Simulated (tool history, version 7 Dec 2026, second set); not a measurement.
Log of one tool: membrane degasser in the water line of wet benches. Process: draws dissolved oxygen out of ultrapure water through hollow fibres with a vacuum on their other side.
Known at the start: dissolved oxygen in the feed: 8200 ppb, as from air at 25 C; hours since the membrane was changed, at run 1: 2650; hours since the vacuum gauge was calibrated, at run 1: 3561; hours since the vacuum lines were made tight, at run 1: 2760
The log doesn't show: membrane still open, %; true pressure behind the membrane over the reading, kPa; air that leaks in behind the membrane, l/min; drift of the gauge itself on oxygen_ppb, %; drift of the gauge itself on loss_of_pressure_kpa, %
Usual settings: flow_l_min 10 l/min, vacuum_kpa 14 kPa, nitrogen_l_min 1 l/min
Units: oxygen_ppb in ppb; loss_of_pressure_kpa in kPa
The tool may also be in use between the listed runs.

run   hour  flow_l_min  vacuum_kpa  nitrogen_l_min  hours since the membrane was changed  hours since the vacuum gauge was calibrated  hours since the vacuum lines were made tight  oxygen_ppb  loss_of_pressure_kpa
  1      0          10          14               1                                  2650                                         3561                                          2760       310.5                 54.61
  2   71.6          10          14               1                                  2722                                         3632                                          2831       308.7                 54.91
  3  131.4          10          14               1                                  2782                                         3692                                          2891       309.3                 54.95
  4  189.6          10          14               1                                  2840                                         3750                                          2949       316.7                 55.39
  5  261.4          10          14               1                                  2912                                         3822                                          3021         306                 55.54
  6    330          10          14               1                                  2980                                         3891                                          3090       311.8                 55.68
  7    377          10          14               1                                  3027                                         3938                                          3137       311.6                  55.6
  8  412.4          10          14               1                                  3063                                         3973                                          3172       311.7                 55.74
  9  445.3          10        10.9               1                                  3095                                         4006                                          3205       244.4                  55.6
 10  481.4          11          14               1                                  3132                                         4042                                          3241         345                 61.37
 11  549.1          13        15.2            2.68                                  3199                                         4110                                          3309       243.6                  72.3
 12  614.5          13        15.2            2.68                                  3265                                         4175                                          3374       240.7                 72.15
 13  687.3          11        11.4            1.52                                  3337                                         4248                                          3447       220.7                 61.84
 14  724.6          11        11.4            1.52                                  3375                                         4285                                          3484       218.3                 61.53
 15  786.4          15        21.4            1.52                                  3437                                         4347                                          3546       524.6                  84.5
 16  833.9          15        21.4            1.45                                  3484                                         4395                                          3594         560                 83.33
 17  906.4          15        21.4            1.45                                  3557                                         4467                                          3666         544                 83.75
 18  936.7          15        21.4            1.45                                  3587                                         4498                                          3696       546.7                 84.26
 19    986          10        23.1            0.58                                  3636                                         4547                                          3746         773                 56.28

Forecast each of these 4 alternatives for the next run:
  A  1034.1           7         9.6               1                                  3684                                         4595                                          3794           ?                     ?
  B  1034.1          15           9            0.58                                  3684                                         4595                                          3794           ?                     ?
  C  1034.1          11        10.6            2.03                                  3684                                         4595                                          3794           ?                     ?
  D  1034.1           8          10            1.99                                  3684                                         4595                                          3794           ?                     ?

run  oxygen_ppb  loss_of_pressure_kpa
  A       133.6                  39.3
  B       440.7                 84.23
  C       173.5                 61.73
  D       105.3                 45.62
Without the tool's hidden state the same runs would have given:
run  oxygen_ppb  loss_of_pressure_kpa
  A       133.4                 38.51
  B       440.3                 82.53
  C       173.3                 60.48
  D       105.2                  44.7
